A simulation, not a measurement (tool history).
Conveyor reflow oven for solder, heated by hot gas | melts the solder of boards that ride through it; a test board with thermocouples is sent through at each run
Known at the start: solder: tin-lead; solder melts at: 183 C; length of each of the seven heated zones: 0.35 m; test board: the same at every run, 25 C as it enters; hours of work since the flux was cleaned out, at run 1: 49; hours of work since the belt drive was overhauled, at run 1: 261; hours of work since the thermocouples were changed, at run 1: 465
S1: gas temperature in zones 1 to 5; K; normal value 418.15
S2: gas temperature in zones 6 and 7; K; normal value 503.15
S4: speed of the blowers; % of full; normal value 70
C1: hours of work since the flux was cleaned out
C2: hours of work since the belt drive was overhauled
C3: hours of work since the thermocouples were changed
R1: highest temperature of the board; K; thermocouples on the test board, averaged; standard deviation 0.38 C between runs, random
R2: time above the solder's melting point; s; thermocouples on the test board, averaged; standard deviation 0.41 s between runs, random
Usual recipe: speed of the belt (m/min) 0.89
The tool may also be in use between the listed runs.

run 1 hour=0 | S1=418.15 S2=503.15 speed_of_the_belt_(m/min)=0.89 S4=70 | C1=49 C2=261 C3=465 | R1=482.85 R2=31.9
run 2 hour=11.1 | S1=418.15 S2=503.15 speed_of_the_belt_(m/min)=0.89 S4=54 | C1=56 C2=268 C3=472 | R1=476.15 R2=26
run 3 hour=21.8 | S1=418.15 S2=503.15 speed_of_the_belt_(m/min)=0.757 S4=70 | C1=63 C2=275 C3=479 | R1=488.25 R2=42.1
run 4 hour=30.6 | S1=418.15 S2=503.15 speed_of_the_belt_(m/min)=0.89 S4=70 | C1=69 C2=281 C3=485 | R1=482.65 R2=32.5
run 5 hour=40.6 | S1=418.15 S2=503.15 speed_of_the_belt_(m/min)=0.89 S4=75 | C1=75 C2=287 C3=491 | R1=483.85 R2=33.5
run 6 hour=46.3 | S1=418.15 S2=503.15 speed_of_the_belt_(m/min)=0.89 S4=75 | C1=79 C2=291 C3=495 | R1=484.65 R2=33.2
run 7 hour=59.9 | S1=418.15 S2=509.15 speed_of_the_belt_(m/min)=0.89 S4=70 | C1=88 C2=300 C3=504 | R1=487.65 R2=35.3
run 8 hour=66.3 | S1=418.15 S2=509.15 speed_of_the_belt_(m/min)=0.89 S4=70 | C1=92 C2=304 C3=508 | R1=487.55 R2=35.8
run 9 hour=72.2 | S1=418.15 S2=509.15 speed_of_the_belt_(m/min)=0.89 S4=70 | C1=96 C2=308 C3=512 | R1=487.65 R2=34.9
run 10 hour=80.4 | S1=414.15 S2=503.15 speed_of_the_belt_(m/min)=0.89 S4=70 | C1=101 C2=313 C3=517 | R1=482.35 R2=30
run 11 hour=93.3 | S1=414.15 S2=503.15 speed_of_the_belt_(m/min)=0.89 S4=50 | C1=110 C2=322 C3=526 | R1=471.95 R2=21.3
run 12 hour=106.7 | S1=427.15 S2=503.15 speed_of_the_belt_(m/min)=0.89 S4=70 | C1=119 C2=331 C3=534 | R1=484.75 R2=36.7
run 13 hour=117.9 | S1=427.15 S2=503.15 speed_of_the_belt_(m/min)=0.89 S4=70 | C1=126 C2=338 C3=542 | R1=484.65 R2=36.2
run 14 hour=124.1 | S1=418.15 S2=503.15 speed_of_the_belt_(m/min)=0.89 S4=70 | C1=130 C2=342 C3=546 | R1=482.55 R2=32.1
run 15 hour=131.9 | S1=418.15 S2=503.15 speed_of_the_belt_(m/min)=0.89 S4=70 | C1=135 C2=347 C3=551 | R1=482.15 R2=32.4
run 16 hour=139.8 | S1=418.15 S2=503.15 speed_of_the_belt_(m/min)=0.89 S4=70 | C1=140 C2=352 C3=556 | R1=483.15 R2=32.5
run 17 hour=150.5 | S1=411.15 S2=503.15 speed_of_the_belt_(m/min)=0.749 S4=70 | C1=147 C2=359 C3=563 | R1=486.95 R2=40
run 18 hour=159.3 | S1=403.15 S2=502.15 speed_of_the_belt_(m/min)=0.893 S4=87 | C1=153 C2=365 C3=569 | R1=484.15 R2=30.1
run 19 hour=168.6 | S1=415.15 S2=508.15 speed_of_the_belt_(m/min)=1.028 S4=60 | C1=159 C2=371 C3=575 | R1=474.75 R2=20.7
run 20 hour=178.1 | S1=415.15 S2=508.15 speed_of_the_belt_(m/min)=1.028 S4=60 | C1=165 C2=377 C3=581 | R1=474.45 R2=20.8
run 21 hour=190.7 | S1=407.15 S2=508.15 speed_of_the_belt_(m/min)=1.028 S4=60 | C1=173 C2=385 C3=589 | R1=473.05 R2=17.3
run 22 hour=203.8 | S1=418.15 S2=494.15 speed_of_the_belt_(m/min)=0.89 S4=53 | C1=182 C2=394 C3=598 | R1=468.75 R2=18.7
run 23 hour=213.1 | S1=418.15 S2=512.15 speed_of_the_belt_(m/min)=0.891 S4=70 | C1=188 C2=400 C3=604 | R1=489.75 R2=35.6
run 24 hour=222.5 | S1=418.15 S2=512.15 speed_of_the_belt_(m/min)=0.891 S4=70 | C1=194 C2=406 C3=610 | R1=489.55 R2=35.3
run 25 hour=233.7 | S1=418.15 S2=512.15 speed_of_the_belt_(m/min)=0.891 S4=70 | C1=201 C2=413 C3=617 | R1=490.15 R2=35.8
run 26 hour=242.8 | S1=428.15 S2=514.15 speed_of_the_belt_(m/min)=0.891 S4=66 | C1=207 C2=419 C3=623 | R1=491.45 R2=40
run 27 hour=252 | S1=419.15 S2=510.15 speed_of_the_belt_(m/min)=0.737 S4=81 | C1=213 C2=425 C3=629 | R1=498.15 R2=49.3

What does the tool deliver on the next run?
run 28 hour=265.4 | S1=418.15 S2=503.15 speed_of_the_belt_(m/min)=0.715 S4=65 | C1=222 C2=434 C3=638 | R1=? R2=?

R1: 488.25 K
R2: 45.1 s
The same run, on a tool lacking any hidden state, would have yielded R1 487.35 K, R2 44.2 s.
